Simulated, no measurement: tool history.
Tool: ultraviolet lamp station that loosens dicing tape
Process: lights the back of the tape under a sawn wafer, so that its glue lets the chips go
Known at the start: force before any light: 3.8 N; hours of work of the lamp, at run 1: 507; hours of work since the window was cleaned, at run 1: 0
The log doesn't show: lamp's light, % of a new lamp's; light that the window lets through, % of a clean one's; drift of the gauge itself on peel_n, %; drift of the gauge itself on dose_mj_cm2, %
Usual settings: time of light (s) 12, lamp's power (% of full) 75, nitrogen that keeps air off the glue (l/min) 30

run	day	time of light (s)	lamp's power (% of full)	nitrogen that keeps air off the glue (l/min)	hours of work of the lamp	hours of work since the window was cleaned	force that peels the tape off (N)	light that reached the tape (J/m2)
1	0	12	75	30	507	0	0.465	2150
2	1.775	12	75	30	533	26	0.463	2080
3	4.179	12	75	30	568	60	0.489	2020
4	6.521	12	75	30	601	94	0.514	1960
5	9.812	12	75	30	649	141	0.537	1830
6	13.567	7	75	30	703	195	1.269	1030
7	15.725	12	75	30	734	227	0.657	1690
# day 18.512: window cleaned of glue's vapour
8	19.238	12	75	30	784	10	0.753	1460
9	21.892	12	75	30	823	49	0.823	1420
# day 25.346: window cleaned of glue's vapour, once more
10	25.638	7	91	48	876	4	0.774	1230
11	27.938	7	60	21	909	37	1.779	770
# day 31.3: lamp changed
12	31.838	7	60	21	8	93	1.285	1120
13	33.942	7	60	21	38	123	1.301	1160
14	36.958	9	60	14	82	167	1.248	1380
15	39.317	16	73	30	115	201	0.307	2800
16	43.096	16	73	30	170	255	0.323	2640
# day 43.871: window cleaned of glue's vapour
17	46.462	9	73	11	218	37	1.09	1730

Hidden state or all else? Some run-to-run changes of force that peels the tape off (N), split into what the settings, what came in and random variation would give without the hidden state, and what is left for the hidden state (with any gauge scatter that isn't in both results):
Run 10 -> 11: lamp's power (% of full) 91 -> 60, nitrogen that keeps air off the glue (l/min) 48 -> 21. force that peels the tape off (N) +1.005: hidden state +0.245, all else +0.76.
Run 11 -> 12: lamp changed. force that peels the tape off (N) -0.494: hidden state -0.489, all else -0.005.
